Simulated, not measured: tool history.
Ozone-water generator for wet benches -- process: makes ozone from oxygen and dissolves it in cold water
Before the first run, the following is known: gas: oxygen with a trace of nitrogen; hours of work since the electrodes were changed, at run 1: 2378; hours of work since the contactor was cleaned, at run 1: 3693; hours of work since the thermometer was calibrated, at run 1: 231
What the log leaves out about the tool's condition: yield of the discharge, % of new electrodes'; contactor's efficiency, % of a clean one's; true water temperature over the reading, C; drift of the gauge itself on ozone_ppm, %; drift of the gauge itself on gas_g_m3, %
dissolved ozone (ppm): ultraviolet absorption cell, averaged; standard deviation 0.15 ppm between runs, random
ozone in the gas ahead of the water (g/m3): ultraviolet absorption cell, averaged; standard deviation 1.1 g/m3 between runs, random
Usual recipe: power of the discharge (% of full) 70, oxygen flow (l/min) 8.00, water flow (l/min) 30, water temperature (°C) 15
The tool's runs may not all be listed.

run	hour	power of the discharge (% of full)	oxygen flow (l/min)	water flow (l/min)	water temperature (°C)	hours of work since the electrodes were changed	hours of work since the contactor was cleaned	hours of work since the thermometer was calibrated	dissolved ozone (ppm)	ozone in the gas ahead of the water (g/m3)
1	0.0	70	8.00	30	15	2378	3693	231	18.3	198.8
2	60.0	70	8.00	30	15	2422	3737	275	18.3	198.1
3	100.7	70	8.00	30	15	2452	3767	305	18.5	199.2
4	182.5	70	8.00	30	15	2512	3827	365	18.1	199.8
5	260.3	70	8.00	30	15	2569	3884	423	18.4	196.9
6	300.7	70	8.00	30	19	2599	3914	452	17.4	199.9
7	359.0	70	8.00	30	19	2642	3957	495	17.5	201.2
8	431.8	70	8.00	30	19	2695	4010	549	17.4	199.5
9	489.6	70	8.00	30	19	2738	4053	591	17.4	201.7
10	578.9	70	8.00	30	19	2804	4118	657	17.5	203.3
11	660.0	70	8.00	30	19	2863	4178	716	17.2	200.5
12	741.2	70	8.00	30	19	2923	4238	776	17.7	203.5
13	823.4	70	8.00	18	15	2983	4298	836	26.2	202.7
# hour 856.5: contactor cleaned
14	875.3	70	6.26	30	15	3018	14	872	17.9	227.2
15	959.9	70	6.26	30	15	3081	76	934	18.0	230.5
16	1014.4	70	6.26	19	15	3121	116	974	25.1	229.1
17	1100.2	70	8.00	30	15	3184	179	1037	18.6	204.0
# hour 1127.3: gauge calibrated
18	1172.1	70	8.00	30	15	3237	232	1090	18.0	199.3
19	1252.0	98	8.00	30	15	3295	291	1148	23.7	259.5
20	1347.0	98	8.00	30	15	3365	360	1218	24.0	259.9
21	1411.9	89	8.00	48	15	3413	408	1266	15.0	240.4
22	1486.3	67	8.00	30	15	3467	463	1321	17.9	193.9
23	1561.0	58	8.11	34	7	3522	518	1375	15.4	170.5
24	1622.0	58	8.11	34	7	3567	563	1420	16.0	172.8
25	1667.8	58	8.11	34	7	3601	596	1454	16.1	172.5
26	1711.1	70	8.00	30	20	3633	628	1486	17.2	202.3
27	1759.9	70	8.00	30	20	3668	664	1522	17.1	201.4
28	1801.3	65	8.00	30	20	3699	694	1552	16.3	190.9
29	1872.0	65	6.82	44	20	3751	746	1604	11.7	206.7
30	1955.6	65	6.82	44	20	3812	808	1665	11.7	206.5
31	2038.6	42	6.82	20	7	3873	869	1726	18.3	147.5
32	2084.6	42	10.33	20	7	3907	902	1760	18.6	120.7
33	2160.2	42	10.33	20	7	3963	958	1816	18.9	121.1
34	2223.0	55	9.58	21	19	4009	1004	1862	18.1	152.7

Below, some changes in ozone in the gas ahead of the water (g/m3) between adjacent runs. For each, the amount present without the hidden state too (settings, incoming material, random variation) and the amount remaining for the hidden state with gauge scatter not shared by both compared results:
Run 13 -> 14: oxygen flow (l/min) 8.00 -> 6.26, water flow (l/min) 18 -> 30, contactor cleaned. ozone in the gas ahead of the water (g/m3) +24.5: hidden state +0.7, all else +23.8.
Run 17 -> 18: gauge calibrated. ozone in the gas ahead of the water (g/m3) -4.7: hidden state -5.4, all else +0.7.
Run 18 -> 19: power of the discharge (% of full) 70 -> 98. ozone in the gas ahead of the water (g/m3) +60.2: hidden state +0.4, all else +59.8.
Run 21 -> 22: power of the discharge (% of full) 89 -> 67, water flow (l/min) 48 -> 30. ozone in the gas ahead of the water (g/m3) -46.5: hidden state +0.2, all else -46.7.
Run 30 -> 31: power of the discharge (% of full) 65 -> 42, water flow (l/min) 44 -> 20, water temperature (°C) 20 -> 7. ozone in the gas ahead of the water (g/m3) -59.0: hidden state -0.7, all else -58.3.
Run 33 -> 34: power of the discharge (% of full) 42 -> 55, oxygen flow (l/min) 10.33 -> 9.58, water flow (l/min) 20 -> 21, water temperature (°C) 7 -> 19. ozone in the gas ahead of the water (g/m3) +31.6: hidden state +0.9, all else +30.7.
